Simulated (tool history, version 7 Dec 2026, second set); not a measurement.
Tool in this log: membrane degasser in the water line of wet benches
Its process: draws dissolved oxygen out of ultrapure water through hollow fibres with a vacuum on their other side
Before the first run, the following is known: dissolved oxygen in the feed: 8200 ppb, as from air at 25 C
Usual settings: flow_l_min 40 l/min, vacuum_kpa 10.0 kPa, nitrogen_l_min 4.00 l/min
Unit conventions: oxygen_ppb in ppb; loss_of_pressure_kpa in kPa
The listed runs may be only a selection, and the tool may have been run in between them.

run	hour	flow_l_min	vacuum_kpa	nitrogen_l_min	oxygen_ppb	loss_of_pressure_kpa
1	0.0	40	10.0	4.00	165.8	68.94
2	32.6	40	10.0	2.86	223.3	68.82
3	65.2	40	10.0	2.86	223.3	69.04
4	88.2	40	10.0	2.86	221.2	68.44
5	109.2	40	10.0	4.00	163.7	68.92
6	132.7	40	10.0	4.00	164.3	68.68
7	178.4	40	10.0	4.00	162.6	68.36
8	215.7	40	10.0	4.00	163.5	68.80
9	242.2	40	10.0	4.00	163.4	68.51
10	266.7	40	18.1	4.00	347.3	68.47
11	311.9	40	18.1	4.00	343.8	68.32
12	355.8	40	18.1	4.00	345.6	68.59
13	388.3	40	18.1	4.00	344.6	68.47
14	428.5	40	18.1	4.00	343.9	68.42
15	457.7	53	21.9	4.00	561.0	90.84
16	482.9	45	12.5	12.00	94.9	76.59
17	516.9	40	10.0	2.20	273.0	68.57
18	542.8	62	10.4	8.39	168.0	105.94
19	588.6	62	10.4	8.39	165.7	105.58
20	616.1	52	6.8	5.25	105.9	87.91
21	645.0	46	7.6	1.83	243.1	77.94
22	677.7	43	10.0	1.66	376.5	73.66
23	697.7	43	10.0	1.66	372.9	72.74
24	717.4	40	15.1	8.83	136.9	68.03
25	746.8	34	23.9	4.00	404.1	57.30
26	770.8	33	10.0	4.00	136.6	56.55

Predict each of these 4 candidate next runs independently; none follows another, all start after run 26:
# hour 795.7: seals of the vacuum lines changed
A	812.6	40	10.0	8.75	?	?
# hour 795.7: seals of the vacuum lines changed
B	812.6	49	7.6	6.51	?	?
# hour 795.7: seals of the vacuum lines changed
C	812.6	33	11.5	4.00	?	?
# hour 795.7: seals of the vacuum lines changed
D	812.6	59	8.6	6.94	?	?

run	oxygen_ppb	loss_of_pressure_kpa
A	82.0	67.63
B	95.3	83.15
C	165.7	55.87
D	141.9	100.29
Stripped of hidden state, with their random variation kept, the same runs would have yielded:
run	oxygen_ppb	loss_of_pressure_kpa
A	81.9	68.57
B	95.2	84.30
C	165.5	56.64
D	141.7	101.67
